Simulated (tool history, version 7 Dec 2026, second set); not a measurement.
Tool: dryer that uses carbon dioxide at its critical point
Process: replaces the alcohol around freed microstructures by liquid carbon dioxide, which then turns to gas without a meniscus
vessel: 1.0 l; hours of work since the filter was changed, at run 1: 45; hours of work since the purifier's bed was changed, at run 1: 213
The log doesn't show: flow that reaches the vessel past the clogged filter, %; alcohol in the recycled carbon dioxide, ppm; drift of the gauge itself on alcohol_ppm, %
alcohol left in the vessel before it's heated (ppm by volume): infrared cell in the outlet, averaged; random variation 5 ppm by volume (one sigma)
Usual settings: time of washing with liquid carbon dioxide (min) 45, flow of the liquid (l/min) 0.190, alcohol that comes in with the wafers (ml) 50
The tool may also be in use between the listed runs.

run	hour	time of washing with liquid carbon dioxide (min)	flow of the liquid (l/min)	alcohol that comes in with the wafers (ml)	hours of work since the filter was changed	hours of work since the purifier's bed was changed	alcohol left in the vessel before it's heated (ppm by volume)
1	0.0	45	0.190	50	45	213	103
2	13.3	45	0.226	50	50	218	75
3	26.8	45	0.226	50	55	223	78
4	48.3	45	0.190	50	63	231	129
5	70.2	45	0.144	50	71	239	355
6	91.9	45	0.144	50	79	246	375
7	110.9	45	0.144	50	86	253	376
8	137.0	45	0.144	50	95	263	401
9	152.0	41	0.190	50	101	268	193
10	167.2	41	0.190	50	106	274	189
11	195.9	49	0.121	50	117	285	664
12	213.9	47	0.223	50	123	291	92
13	241.2	28	0.223	117	133	301	1046
14	268.6	47	0.190	50	143	311	137
15	287.5	41	0.277	104	150	318	115
16	309.9	41	0.277	104	158	326	103

Forecast run 17:
17	335.4	40	0.175	104	168	336	?

alcohol left in the vessel before it's heated (ppm by volume): 681
Without the tool's hidden state the same run would have given alcohol left in the vessel before it's heated (ppm by volume) 278.

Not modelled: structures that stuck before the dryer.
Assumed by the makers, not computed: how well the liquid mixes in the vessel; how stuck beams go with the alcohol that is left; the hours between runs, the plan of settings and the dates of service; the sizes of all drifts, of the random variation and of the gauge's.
